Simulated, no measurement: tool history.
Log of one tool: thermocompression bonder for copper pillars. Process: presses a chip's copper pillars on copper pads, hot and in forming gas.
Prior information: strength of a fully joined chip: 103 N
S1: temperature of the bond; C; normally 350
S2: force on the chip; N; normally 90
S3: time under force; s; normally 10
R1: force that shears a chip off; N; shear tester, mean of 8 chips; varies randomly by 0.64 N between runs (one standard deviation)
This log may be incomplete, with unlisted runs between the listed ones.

run	hour	S1	S2	S3	R1
1	0	350	90	10	73.2
2	6.1	350	90	10	73.2
3	13.4	350	90	10	74.8
4	20.3	350	90	5	61.1
5	29.4	350	90	10	74.3
6	34.9	350	90	10	73.9
7	39.5	350	84	10	72.4
8	46.4	350	90	10	74.3
9	51.2	350	67	10	66.2
10	57.3	350	90	10	74
11	66.3	350	90	10	73.1
12	70.2	350	90	10	73.7
13	79.8	350	90	10	73.4
14	87.1	350	90	10	73.7
15	96.2	350	90	10	72.5
16	105.2	350	94	8	70.7
17	113.3	373	68	8	76.4
18	117.6	373	55	8	71.8
19	125.9	373	55	8	72
20	132.7	373	55	8	71.9
21	136.9	373	55	14	82.5
22	141.8	374	58	10	78.7
23	151.4	370	74	19	89.6
24	156.9	370	74	19	88.2
25	162.2	355	89	18	86.1

Consider 4 possible next runs. They are alternatives, not a sequence: every one starts from the tool as it was left by run 25. What does each give?
A	170.1	350	99	10	?
B	170.1	367	60	10	?
C	170.1	355	118	18	?
D	170.1	373	55	28	?

run	R1
A	75.9
B	74.7
C	90.2
D	90.6
Had the tool no hidden state, the same runs would have come out as:
run	R1
A	78.9
B	77.7
C	93.1
D	93.3
